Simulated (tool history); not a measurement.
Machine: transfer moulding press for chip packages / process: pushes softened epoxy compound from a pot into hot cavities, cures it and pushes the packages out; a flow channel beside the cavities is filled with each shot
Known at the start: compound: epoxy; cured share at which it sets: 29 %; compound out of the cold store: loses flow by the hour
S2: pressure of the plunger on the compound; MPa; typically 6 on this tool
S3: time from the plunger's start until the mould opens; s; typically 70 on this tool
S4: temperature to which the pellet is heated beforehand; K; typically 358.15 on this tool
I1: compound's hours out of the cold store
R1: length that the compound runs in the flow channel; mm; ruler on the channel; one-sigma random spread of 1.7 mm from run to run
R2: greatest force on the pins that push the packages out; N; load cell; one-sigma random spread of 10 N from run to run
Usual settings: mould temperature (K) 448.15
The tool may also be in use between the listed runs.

{"run": 1, "hour": 0.0, "mould temperature (K)": 448.15, "S2": 6, "S3": 70, "S4": 358.15, "I1": 19.8, "R1": 711, "R2": 470}
{"run": 2, "hour": 9.1, "mould temperature (K)": 448.15, "S2": 6, "S3": 70, "S4": 358.15, "I1": 29, "R1": 693, "R2": 449}
{"hour": 19.9, "done": "cavities cleaned with cleaning compound and waxed"}
{"run": 3, "hour": 23.7, "mould temperature (K)": 448.15, "S2": 7.07, "S3": 70, "S4": 358.15, "I1": 15.8, "R1": 785, "R2": 447}
{"run": 4, "hour": 40.6, "mould temperature (K)": 448.15, "S2": 6.78, "S3": 70, "S4": 358.15, "I1": 13.5, "R1": 774, "R2": 469}
{"run": 5, "hour": 49.7, "mould temperature (K)": 448.15, "S2": 6, "S3": 70, "S4": 358.15, "I1": 16.6, "R1": 717, "R2": 467}
{"run": 6, "hour": 60.4, "mould temperature (K)": 447.15, "S2": 6, "S3": 70, "S4": 358.15, "I1": 13.5, "R1": 728, "R2": 494}
{"hour": 77.1, "done": "cavities cleaned with cleaning compound and waxed"}
{"run": 7, "hour": 77.2, "mould temperature (K)": 447.15, "S2": 6, "S3": 70, "S4": 358.15, "I1": 36.8, "R1": 683, "R2": 477}
{"run": 8, "hour": 93.2, "mould temperature (K)": 447.15, "S2": 6, "S3": 70, "S4": 358.15, "I1": 34.5, "R1": 686, "R2": 484}
{"run": 9, "hour": 110.8, "mould temperature (K)": 447.15, "S2": 6, "S3": 70, "S4": 358.15, "I1": 30.4, "R1": 693, "R2": 482}
{"run": 10, "hour": 119.8, "mould temperature (K)": 447.15, "S2": 6, "S3": 70, "S4": 358.15, "I1": 34, "R1": 686, "R2": 500}
{"hour": 134.4, "done": "cavities cleaned with cleaning compound and waxed"}
{"run": 11, "hour": 134.4, "mould temperature (K)": 448.15, "S2": 6, "S3": 70, "S4": 368.15, "I1": 22.5, "R1": 706, "R2": 451}
{"run": 12, "hour": 147.6, "mould temperature (K)": 448.15, "S2": 6, "S3": 70, "S4": 368.15, "I1": 32.9, "R1": 685, "R2": 467}
{"run": 13, "hour": 157.2, "mould temperature (K)": 448.15, "S2": 6, "S3": 70, "S4": 368.15, "I1": 34.8, "R1": 682, "R2": 451}
{"run": 14, "hour": 165.1, "mould temperature (K)": 448.15, "S2": 6, "S3": 70, "S4": 368.15, "I1": 20.2, "R1": 707, "R2": 452}
{"run": 15, "hour": 178.1, "mould temperature (K)": 449.15, "S2": 6.06, "S3": 70, "S4": 358.15, "I1": 34.8, "R1": 683, "R2": 435}
{"hour": 190.9, "done": "cavities cleaned with cleaning compound and waxed"}
{"run": 16, "hour": 190.9, "mould temperature (K)": 442.15, "S2": 6, "S3": 68, "S4": 358.15, "I1": 16.5, "R1": 732, "R2": 733}
{"run": 17, "hour": 199.6, "mould temperature (K)": 448.15, "S2": 4.6, "S3": 86, "S4": 358.15, "I1": 34.4, "R1": 599, "R2": 376}
{"run": 18, "hour": 209.3, "mould temperature (K)": 448.15, "S2": 4.6, "S3": 86, "S4": 358.15, "I1": 46.6, "R1": 579, "R2": 377}
{"run": 19, "hour": 222.8, "mould temperature (K)": 448.15, "S2": 4.6, "S3": 86, "S4": 358.15, "I1": 48, "R1": 575, "R2": 386}
{"hour": 231.6, "done": "plunger's sealing rings changed"}
{"run": 20, "hour": 234.8, "mould temperature (K)": 448.15, "S2": 4.6, "S3": 86, "S4": 358.15, "I1": 19.2, "R1": 624, "R2": 376}
{"run": 21, "hour": 244.9, "mould temperature (K)": 446.15, "S2": 5.69, "S3": 70, "S4": 352.15, "I1": 11.3, "R1": 715, "R2": 547}
{"hour": 250.2, "done": "cavities cleaned with cleaning compound and waxed"}
{"run": 22, "hour": 263.2, "mould temperature (K)": 446.15, "S2": 4.71, "S3": 78, "S4": 356.15, "I1": 35.6, "R1": 608, "R2": 424}
{"run": 23, "hour": 278.9, "mould temperature (K)": 448.15, "S2": 4.72, "S3": 70, "S4": 350.15, "I1": 14, "R1": 643, "R2": 475}
{"run": 24, "hour": 290.4, "mould temperature (K)": 448.15, "S2": 4.72, "S3": 70, "S4": 350.15, "I1": 35.2, "R1": 608, "R2": 474}
{"run": 25, "hour": 304.4, "mould temperature (K)": 448.15, "S2": 4.72, "S3": 70, "S4": 350.15, "I1": 42.2, "R1": 594, "R2": 467}
{"hour": 306.7, "done": "cavities cleaned with cleaning compound and waxed"}
{"run": 26, "hour": 314.1, "mould temperature (K)": 449.15, "S2": 5.17, "S3": 86, "S4": 367.15, "I1": 25.9, "R1": 646, "R2": 361}
{"run": 27, "hour": 322.3, "mould temperature (K)": 449.15, "S2": 5.17, "S3": 86, "S4": 367.15, "I1": 16.1, "R1": 664, "R2": 382}

Each row is a separate what-if for the run after 27, all from the same tool condition, not one after another. Results?
{"run": "A", "hour": 335.4, "mould temperature (K)": 448.15, "S2": 4.86, "S3": 70, "S4": 365.15, "I1": 30.4, "R1": "?", "R2": "?"}
{"run": "B", "hour": 335.4, "mould temperature (K)": 447.15, "S2": 5.17, "S3": 86, "S4": 367.15, "I1": 38.6, "R1": "?", "R2": "?"}
{"run": "C", "hour": 335.4, "mould temperature (K)": 449.15, "S2": 5.17, "S3": 86, "S4": 356.15, "I1": 40.3, "R1": "?", "R2": "?"}

run=A R1=621 R2=435
run=B R1=626 R2=392
run=C R1=622 R2=381
With no hidden state in the tool, these same runs would have given:
run=A R1=621 R2=430
run=B R1=626 R2=388
run=C R1=622 R2=376
